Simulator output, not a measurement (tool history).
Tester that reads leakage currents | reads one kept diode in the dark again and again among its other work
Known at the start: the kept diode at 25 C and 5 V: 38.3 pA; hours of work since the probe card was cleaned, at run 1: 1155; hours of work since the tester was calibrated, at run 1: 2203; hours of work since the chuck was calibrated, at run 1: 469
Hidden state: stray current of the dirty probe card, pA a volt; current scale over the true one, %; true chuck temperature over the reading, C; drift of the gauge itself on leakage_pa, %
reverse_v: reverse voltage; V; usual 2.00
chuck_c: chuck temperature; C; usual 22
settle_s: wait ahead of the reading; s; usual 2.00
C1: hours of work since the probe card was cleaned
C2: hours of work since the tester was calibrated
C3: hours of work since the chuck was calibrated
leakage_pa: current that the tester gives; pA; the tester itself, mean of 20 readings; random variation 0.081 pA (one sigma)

{"run": 1, "hour": 0.0, "reverse_v": 2.0, "chuck_c": 22, "settle_s": 2.0, "C1": 1155, "C2": 2203, "C3": 469, "leakage_pa": 24.94}
{"run": 2, "hour": 62.9, "reverse_v": 2.0, "chuck_c": 22, "settle_s": 2.0, "C1": 1180, "C2": 2229, "C3": 495, "leakage_pa": 25.07}
{"run": 3, "hour": 99.1, "reverse_v": 2.0, "chuck_c": 22, "settle_s": 2.0, "C1": 1195, "C2": 2244, "C3": 509, "leakage_pa": 25.14}
{"run": 4, "hour": 169.6, "reverse_v": 2.0, "chuck_c": 22, "settle_s": 2.0, "C1": 1224, "C2": 2273, "C3": 538, "leakage_pa": 25.41}
{"run": 5, "hour": 211.1, "reverse_v": 2.0, "chuck_c": 22, "settle_s": 2.0, "C1": 1241, "C2": 2290, "C3": 555, "leakage_pa": 25.59}
{"run": 6, "hour": 286.9, "reverse_v": 2.0, "chuck_c": 22, "settle_s": 2.0, "C1": 1272, "C2": 2321, "C3": 586, "leakage_pa": 25.76}
{"run": 7, "hour": 344.0, "reverse_v": 2.0, "chuck_c": 22, "settle_s": 2.0, "C1": 1296, "C2": 2344, "C3": 610, "leakage_pa": 26.04}
{"run": 8, "hour": 380.7, "reverse_v": 2.0, "chuck_c": 22, "settle_s": 2.0, "C1": 1311, "C2": 2359, "C3": 625, "leakage_pa": 26.04}
{"run": 9, "hour": 444.2, "reverse_v": 2.0, "chuck_c": 22, "settle_s": 2.0, "C1": 1337, "C2": 2385, "C3": 651, "leakage_pa": 26.28}
{"run": 10, "hour": 493.2, "reverse_v": 2.0, "chuck_c": 22, "settle_s": 2.0, "C1": 1357, "C2": 2406, "C3": 671, "leakage_pa": 26.39}
{"run": 11, "hour": 549.6, "reverse_v": 2.0, "chuck_c": 22, "settle_s": 2.0, "C1": 1380, "C2": 2429, "C3": 694, "leakage_pa": 26.55}
{"run": 12, "hour": 621.8, "reverse_v": 1.91, "chuck_c": 22, "settle_s": 2.0, "C1": 1409, "C2": 2458, "C3": 724, "leakage_pa": 26.24}
{"run": 13, "hour": 656.8, "reverse_v": 1.91, "chuck_c": 22, "settle_s": 2.0, "C1": 1424, "C2": 2473, "C3": 738, "leakage_pa": 26.37}
{"hour": 712.7, "done": "chuck's temperature calibrated"}
{"run": 14, "hour": 737.1, "reverse_v": 2.0, "chuck_c": 22, "settle_s": 2.0, "C1": 1456, "C2": 2505, "C3": 10, "leakage_pa": 22.82}
{"run": 15, "hour": 800.5, "reverse_v": 16.04, "chuck_c": 22, "settle_s": 2.0, "C1": 1482, "C2": 2531, "C3": 36, "leakage_pa": 57.68}
{"run": 16, "hour": 879.8, "reverse_v": 16.04, "chuck_c": 22, "settle_s": 2.0, "C1": 1514, "C2": 2563, "C3": 68, "leakage_pa": 58.21}
{"run": 17, "hour": 953.4, "reverse_v": 16.04, "chuck_c": 22, "settle_s": 2.0, "C1": 1544, "C2": 2593, "C3": 99, "leakage_pa": 58.48}
{"run": 18, "hour": 1002.0, "reverse_v": 16.04, "chuck_c": 22, "settle_s": 2.0, "C1": 1564, "C2": 2613, "C3": 119, "leakage_pa": 58.89}
{"run": 19, "hour": 1065.4, "reverse_v": 16.04, "chuck_c": 22, "settle_s": 2.0, "C1": 1590, "C2": 2639, "C3": 145, "leakage_pa": 59.37}
{"run": 20, "hour": 1109.3, "reverse_v": 1.04, "chuck_c": 22, "settle_s": 0.35, "C1": 1608, "C2": 2657, "C3": 163, "leakage_pa": 18.34}
{"run": 21, "hour": 1149.2, "reverse_v": 7.48, "chuck_c": 34, "settle_s": 5.21, "C1": 1625, "C2": 2674, "C3": 179, "leakage_pa": 105.92}
{"run": 22, "hour": 1213.4, "reverse_v": 7.48, "chuck_c": 34, "settle_s": 5.21, "C1": 1651, "C2": 2700, "C3": 205, "leakage_pa": 106.44}
{"run": 23, "hour": 1251.8, "reverse_v": 7.48, "chuck_c": 34, "settle_s": 5.21, "C1": 1667, "C2": 2716, "C3": 221, "leakage_pa": 106.73}
{"run": 24, "hour": 1291.3, "reverse_v": 1.94, "chuck_c": 42, "settle_s": 2.92, "C1": 1683, "C2": 2732, "C3": 237, "leakage_pa": 116.16}
{"run": 25, "hour": 1371.4, "reverse_v": 9.57, "chuck_c": 43, "settle_s": 8.99, "C1": 1716, "C2": 2765, "C3": 270, "leakage_pa": 233.84}
{"run": 26, "hour": 1409.9, "reverse_v": 2.69, "chuck_c": 25, "settle_s": 8.99, "C1": 1732, "C2": 2780, "C3": 286, "leakage_pa": 35.27}
{"run": 27, "hour": 1479.2, "reverse_v": 12.24, "chuck_c": 25, "settle_s": 8.99, "C1": 1760, "C2": 2809, "C3": 314, "leakage_pa": 68.27}
{"run": 28, "hour": 1561.3, "reverse_v": 1.55, "chuck_c": 26, "settle_s": 7.56, "C1": 1794, "C2": 2842, "C3": 348, "leakage_pa": 31.28}
{"hour": 1585.5, "done": "tester calibrated"}
{"run": 29, "hour": 1604.9, "reverse_v": 7.55, "chuck_c": 27, "settle_s": 2.0, "C1": 1811, "C2": 8, "C3": 365, "leakage_pa": 63.39}
{"run": 30, "hour": 1656.1, "reverse_v": 2.98, "chuck_c": 24, "settle_s": 2.0, "C1": 1832, "C2": 29, "C3": 386, "leakage_pa": 33.9}
{"run": 31, "hour": 1706.4, "reverse_v": 2.0, "chuck_c": 22, "settle_s": 4.94, "C1": 1852, "C2": 50, "C3": 406, "leakage_pa": 24.43}
{"run": 32, "hour": 1765.9, "reverse_v": 7.35, "chuck_c": 34, "settle_s": 0.58, "C1": 1877, "C2": 74, "C3": 431, "leakage_pa": 109.54}
{"run": 33, "hour": 1806.0, "reverse_v": 2.0, "chuck_c": 24, "settle_s": 0.41, "C1": 1893, "C2": 90, "C3": 447, "leakage_pa": 29.74}
{"run": 34, "hour": 1844.4, "reverse_v": 1.84, "chuck_c": 22, "settle_s": 2.0, "C1": 1909, "C2": 106, "C3": 463, "leakage_pa": 24.04}
{"run": 35, "hour": 1917.5, "reverse_v": 1.84, "chuck_c": 23, "settle_s": 6.06, "C1": 1939, "C2": 136, "C3": 493, "leakage_pa": 26.5}
{"run": 36, "hour": 1966.0, "reverse_v": 1.84, "chuck_c": 23, "settle_s": 6.06, "C1": 1959, "C2": 156, "C3": 513, "leakage_pa": 26.57}
{"run": 37, "hour": 2051.8, "reverse_v": 1.84, "chuck_c": 23, "settle_s": 6.06, "C1": 1994, "C2": 191, "C3": 548, "leakage_pa": 26.66}

The same runs without the tool's hidden state, with the same run-to-run variation:
run=1 leakage_pa=21.07
run=2 leakage_pa=21.06
run=3 leakage_pa=21.03
run=4 leakage_pa=21.07
run=5 leakage_pa=21.13
run=6 leakage_pa=21.08
run=7 leakage_pa=21.17
run=8 leakage_pa=21.08
run=9 leakage_pa=21.12
run=10 leakage_pa=21.09
run=11 leakage_pa=21.07
run=12 leakage_pa=20.69
run=13 leakage_pa=20.72
run=14 leakage_pa=21.11
run=15 leakage_pa=47.10
run=16 leakage_pa=47.05
run=17 leakage_pa=46.82
run=18 leakage_pa=46.88
run=19 leakage_pa=46.87
run=20 leakage_pa=16.58
run=21 leakage_pa=94.70
run=22 leakage_pa=94.44
run=23 leakage_pa=94.33
run=24 leakage_pa=106.11
run=25 leakage_pa=208.76
run=26 leakage_pa=30.40
run=27 leakage_pa=54.16
run=28 leakage_pa=27.00
run=29 leakage_pa=53.59
run=30 leakage_pa=29.09
run=31 leakage_pa=20.89
run=32 leakage_pa=94.80
run=33 leakage_pa=25.47
run=34 leakage_pa=20.30
run=35 leakage_pa=22.30
run=36 leakage_pa=22.25
run=37 leakage_pa=22.11
